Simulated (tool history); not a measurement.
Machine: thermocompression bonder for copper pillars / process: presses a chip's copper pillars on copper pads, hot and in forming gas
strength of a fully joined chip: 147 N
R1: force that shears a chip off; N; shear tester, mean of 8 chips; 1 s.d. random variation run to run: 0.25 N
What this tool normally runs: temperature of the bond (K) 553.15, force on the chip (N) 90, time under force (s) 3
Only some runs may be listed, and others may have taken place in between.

{"run": 1, "hour": 0.0, "temperature of the bond (K)": 553.15, "force on the chip (N)": 90, "time under force (s)": 3, "R1": 49.3}
{"hour": 12.8, "done": "forming gas filter changed"}
{"run": 2, "hour": 39.5, "temperature of the bond (K)": 553.15, "force on the chip (N)": 90, "time under force (s)": 3, "R1": 50.7}
{"run": 3, "hour": 93.9, "temperature of the bond (K)": 553.15, "force on the chip (N)": 90, "time under force (s)": 3, "R1": 50.8}
{"run": 4, "hour": 150.2, "temperature of the bond (K)": 553.15, "force on the chip (N)": 62, "time under force (s)": 3, "R1": 41.4}
{"hour": 170.4, "done": "forming gas filter changed"}
{"run": 5, "hour": 196.8, "temperature of the bond (K)": 574.15, "force on the chip (N)": 90, "time under force (s)": 3, "R1": 62.6}
{"run": 6, "hour": 259.7, "temperature of the bond (K)": 566.15, "force on the chip (N)": 90, "time under force (s)": 3, "R1": 58.1}
{"run": 7, "hour": 304.9, "temperature of the bond (K)": 539.15, "force on the chip (N)": 90, "time under force (s)": 3, "R1": 43.4}
{"hour": 330.3, "done": "forming gas filter changed"}
{"run": 8, "hour": 367.7, "temperature of the bond (K)": 553.15, "force on the chip (N)": 60, "time under force (s)": 3, "R1": 42.5}
{"run": 9, "hour": 436.9, "temperature of the bond (K)": 553.15, "force on the chip (N)": 60, "time under force (s)": 3, "R1": 42.0}
{"hour": 487.9, "done": "forming gas filter changed"}
{"run": 10, "hour": 500.1, "temperature of the bond (K)": 541.15, "force on the chip (N)": 90, "time under force (s)": 3, "R1": 46.1}
{"run": 11, "hour": 537.8, "temperature of the bond (K)": 541.15, "force on the chip (N)": 90, "time under force (s)": 3, "R1": 46.0}
{"run": 12, "hour": 584.5, "temperature of the bond (K)": 541.15, "force on the chip (N)": 73, "time under force (s)": 3, "R1": 40.8}
{"run": 13, "hour": 634.1, "temperature of the bond (K)": 541.15, "force on the chip (N)": 73, "time under force (s)": 3, "R1": 40.9}
{"hour": 642.5, "done": "forming gas filter changed"}
{"run": 14, "hour": 671.1, "temperature of the bond (K)": 541.15, "force on the chip (N)": 73, "time under force (s)": 3, "R1": 41.7}
{"run": 15, "hour": 726.3, "temperature of the bond (K)": 553.15, "force on the chip (N)": 64, "time under force (s)": 3, "R1": 44.3}
{"run": 16, "hour": 775.0, "temperature of the bond (K)": 553.15, "force on the chip (N)": 64, "time under force (s)": 3, "R1": 44.3}
{"hour": 796.7, "done": "forming gas filter changed"}
{"run": 17, "hour": 847.7, "temperature of the bond (K)": 553.15, "force on the chip (N)": 64, "time under force (s)": 3, "R1": 45.1}
{"run": 18, "hour": 891.6, "temperature of the bond (K)": 553.15, "force on the chip (N)": 64, "time under force (s)": 3, "R1": 44.9}
{"run": 19, "hour": 935.2, "temperature of the bond (K)": 553.15, "force on the chip (N)": 64, "time under force (s)": 3, "R1": 44.7}
{"hour": 953.4, "done": "forming gas filter changed"}
{"run": 20, "hour": 1004.0, "temperature of the bond (K)": 553.15, "force on the chip (N)": 64, "time under force (s)": 3, "R1": 45.4}
{"run": 21, "hour": 1037.3, "temperature of the bond (K)": 549.15, "force on the chip (N)": 64, "time under force (s)": 3, "R1": 43.5}
{"run": 22, "hour": 1106.6, "temperature of the bond (K)": 577.15, "force on the chip (N)": 68, "time under force (s)": 3, "R1": 58.3}
{"hour": 1111.0, "done": "forming gas filter changed"}
{"run": 23, "hour": 1139.1, "temperature of the bond (K)": 553.15, "force on the chip (N)": 63, "time under force (s)": 3, "R1": 45.4}
{"run": 24, "hour": 1200.9, "temperature of the bond (K)": 556.15, "force on the chip (N)": 102, "time under force (s)": 6, "R1": 75.9}
{"run": 25, "hour": 1263.8, "temperature of the bond (K)": 556.15, "force on the chip (N)": 102, "time under force (s)": 6, "R1": 75.8}
{"hour": 1269.8, "done": "forming gas filter changed"}
{"run": 26, "hour": 1330.3, "temperature of the bond (K)": 553.15, "force on the chip (N)": 90, "time under force (s)": 3, "R1": 54.7}
{"run": 27, "hour": 1399.6, "temperature of the bond (K)": 558.15, "force on the chip (N)": 121, "time under force (s)": 3, "R1": 65.5}
{"hour": 1428.7, "done": "forming gas filter changed"}
{"run": 28, "hour": 1470.7, "temperature of the bond (K)": 558.15, "force on the chip (N)": 121, "time under force (s)": 3, "R1": 66.8}
{"hour": 1514.3, "done": "heater calibrated with a thermocouple chip"}
{"run": 29, "hour": 1534.1, "temperature of the bond (K)": 567.15, "force on the chip (N)": 98, "time under force (s)": 5, "R1": 71.0}
{"run": 30, "hour": 1568.0, "temperature of the bond (K)": 548.15, "force on the chip (N)": 75, "time under force (s)": 6, "R1": 56.5}
{"hour": 1588.8, "done": "forming gas filter changed"}
{"run": 31, "hour": 1610.1, "temperature of the bond (K)": 553.15, "force on the chip (N)": 59, "time under force (s)": 3, "R1": 40.6}
{"run": 32, "hour": 1681.8, "temperature of the bond (K)": 548.15, "force on the chip (N)": 85, "time under force (s)": 3, "R1": 46.8}
{"run": 33, "hour": 1713.2, "temperature of the bond (K)": 581.15, "force on the chip (N)": 55, "time under force (s)": 2, "R1": 44.2}
{"hour": 1743.0, "done": "forming gas filter changed"}
{"run": 34, "hour": 1760.7, "temperature of the bond (K)": 581.15, "force on the chip (N)": 55, "time under force (s)": 2, "R1": 44.8}
{"run": 35, "hour": 1828.8, "temperature of the bond (K)": 581.15, "force on the chip (N)": 115, "time under force (s)": 2, "R1": 62.9}
{"run": 36, "hour": 1887.0, "temperature of the bond (K)": 581.15, "force on the chip (N)": 115, "time under force (s)": 2, "R1": 63.0}
{"hour": 1900.0, "done": "forming gas filter changed"}
{"run": 37, "hour": 1951.9, "temperature of the bond (K)": 548.15, "force on the chip (N)": 91, "time under force (s)": 7, "R1": 67.2}
{"run": 38, "hour": 2004.4, "temperature of the bond (K)": 563.15, "force on the chip (N)": 133, "time under force (s)": 2, "R1": 57.0}

Here are 5 independent what-if runs from the current tool condition. What would each one return?
{"run": "A", "hour": 2052.5, "temperature of the bond (K)": 546.15, "force on the chip (N)": 133, "time under force (s)": 4, "R1": "?"}
{"run": "B", "hour": 2052.5, "temperature of the bond (K)": 563.15, "force on the chip (N)": 133, "time under force (s)": 2, "R1": "?"}
{"run": "C", "hour": 2052.5, "temperature of the bond (K)": 565.15, "force on the chip (N)": 76, "time under force (s)": 2, "R1": "?"}
{"run": "D", "hour": 2052.5, "temperature of the bond (K)": 569.15, "force on the chip (N)": 57, "time under force (s)": 2, "R1": "?"}
{"run": "E", "hour": 2052.5, "temperature of the bond (K)": 568.15, "force on the chip (N)": 54, "time under force (s)": 2, "R1": "?"}

run=A R1=63.5
run=B R1=57.7
run=C R1=44.8
run=D R1=40.0
run=E R1=38.7
With the hidden condition removed and each run's random variation left untouched, the same runs would have given:
run=A R1=64.7
run=B R1=58.9
run=C R1=45.8
run=D R1=40.9
run=E R1=39.6
